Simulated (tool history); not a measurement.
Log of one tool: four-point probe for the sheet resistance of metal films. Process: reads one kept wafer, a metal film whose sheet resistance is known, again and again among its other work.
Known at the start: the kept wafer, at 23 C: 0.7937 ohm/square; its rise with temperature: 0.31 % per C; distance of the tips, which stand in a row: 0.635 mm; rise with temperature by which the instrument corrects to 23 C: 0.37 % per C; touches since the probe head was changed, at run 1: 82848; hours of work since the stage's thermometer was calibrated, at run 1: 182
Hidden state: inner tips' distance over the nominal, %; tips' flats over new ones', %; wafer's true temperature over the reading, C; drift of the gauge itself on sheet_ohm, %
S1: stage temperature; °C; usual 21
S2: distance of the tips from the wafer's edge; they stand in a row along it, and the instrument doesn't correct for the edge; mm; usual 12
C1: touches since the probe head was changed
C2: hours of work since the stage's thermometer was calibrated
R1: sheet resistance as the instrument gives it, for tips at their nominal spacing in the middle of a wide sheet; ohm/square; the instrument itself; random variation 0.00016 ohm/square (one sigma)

Run 1, day 0: usual settings; C1 82848; C2 182. Result: R1 0.808686 ohm/square.
Run 2, day 2.183: usual settings but S2 15 mm; C1 84447; C2 206. Result: R1 0.808586 ohm/square.
Run 3, day 3.7: usual settings but S2 11 mm; C1 85556; C2 223. Result: R1 0.809193 ohm/square.
At day 4.375: new probe head fitted.
Run 4, day 6.242: usual settings but S2 11 mm; C1 1367; C2 250. Result: R1 0.798709 ohm/square.
Run 5, day 7.662: usual settings but S2 11 mm; C1 2408; C2 266. Result: R1 0.798997 ohm/square.
Run 6, day 9.588: usual settings but S2 11 mm; C1 3818; C2 287. Result: R1 0.799412 ohm/square.
Run 7, day 11.383: usual settings but S1 28 °C, S2 7 mm; C1 5131; C2 306. Result: R1 0.79825 ohm/square.
Run 8, day 13.892: usual settings but S1 28 °C, S2 7 mm; C1 6969; C2 334. Result: R1 0.798324 ohm/square.
Run 9, day 15.529: usual settings but S1 34 °C, S2 50 mm; C1 8168; C2 352. Result: R1 0.792959 ohm/square.

The next listed run, before its measurement:
Run 10, day 17.225: usual settings but S1 26 °C, S2 48 mm; C1 9409; C2 371. Result: R1 ?.

R1: 0.796163 ohm/square
Without the tool's hidden state the same run would have given R1 0.792277 ohm/square.
